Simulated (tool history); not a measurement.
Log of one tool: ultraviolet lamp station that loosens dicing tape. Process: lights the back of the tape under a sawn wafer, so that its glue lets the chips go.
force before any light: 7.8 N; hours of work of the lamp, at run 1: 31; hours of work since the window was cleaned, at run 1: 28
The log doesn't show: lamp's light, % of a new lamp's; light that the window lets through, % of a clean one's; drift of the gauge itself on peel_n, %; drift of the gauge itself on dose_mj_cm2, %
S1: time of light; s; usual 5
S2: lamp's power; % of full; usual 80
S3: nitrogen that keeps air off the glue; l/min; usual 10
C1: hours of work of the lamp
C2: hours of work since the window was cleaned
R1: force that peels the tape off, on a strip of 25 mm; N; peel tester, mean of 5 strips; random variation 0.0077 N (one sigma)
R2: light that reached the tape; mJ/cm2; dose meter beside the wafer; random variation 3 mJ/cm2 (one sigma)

run   hour  S1  S2  S3   C1   C2     R1   R2
  1    0.0   5  80  10   31   28  0.296  445
  2    8.0   5  80  10   37   33  0.298  443
  3   13.3   5  80  10   41   37  0.317  438
  4   19.7   5  80  10   45   42  0.309  443
  5   26.8   5  80   5   51   47  0.461  445
  6   37.0   5  80  10   58   54  0.299  445
  7   45.1   5  80  10   64   60  0.306  439
  8   50.4   5  80   6   68   64  0.412  434
  9   56.7   5  80   6   72   69  0.434  436
 10   65.1   5  80   6   78   75  0.444  438
 11   74.7   5  62  10   85   82  0.575  337
 12   82.3   5  72  10   91   87  0.410  393
 13   89.4   5  72  12   96   92  0.363  390
 14   94.5   9  80   4   99   96  0.175  780
 15  102.9   9  86   4  106  102  0.160  826
 16  110.3   3  87  16  111  107  0.662  278
     111.6  -- window cleaned of glue's vapour
 17  118.9   5  77  16  117    5  0.272  411
 18  124.6   5  80  16  121    9  0.256  429
 19  133.5   3  80  10  127   16  1.011  252
 20  143.7   7  96   9  135   23  0.149  713
 21  152.0   7  96  11  141   29  0.142  706
 22  160.3   7  93   8  147   35  0.159  687
     163.6  -- window cleaned of glue's vapour, once more
 23  169.2   7  93   8  153    4  0.153  699
 24  180.4   9  63   6  161   12  0.210  605
 25  191.5   9  63   6  169   20  0.213  603
 26  197.5   2  73  10  173   24  2.150  156

3 ways to go on from here, each from the tool as it stands after run 26. What would each give?
  A  205.2   5  96  10  179  30   ?   ?
  B  205.2   5  81  15  179  30   ?   ?
  C  205.2   5  81  12  179  30   ?   ?

run     R1   R2
  A  0.231  514
  B  0.272  429
  C  0.287  429
Without the tool's hidden state the same runs would have given:
run     R1   R2
  A  0.208  543
  B  0.243  453
  C  0.255  453
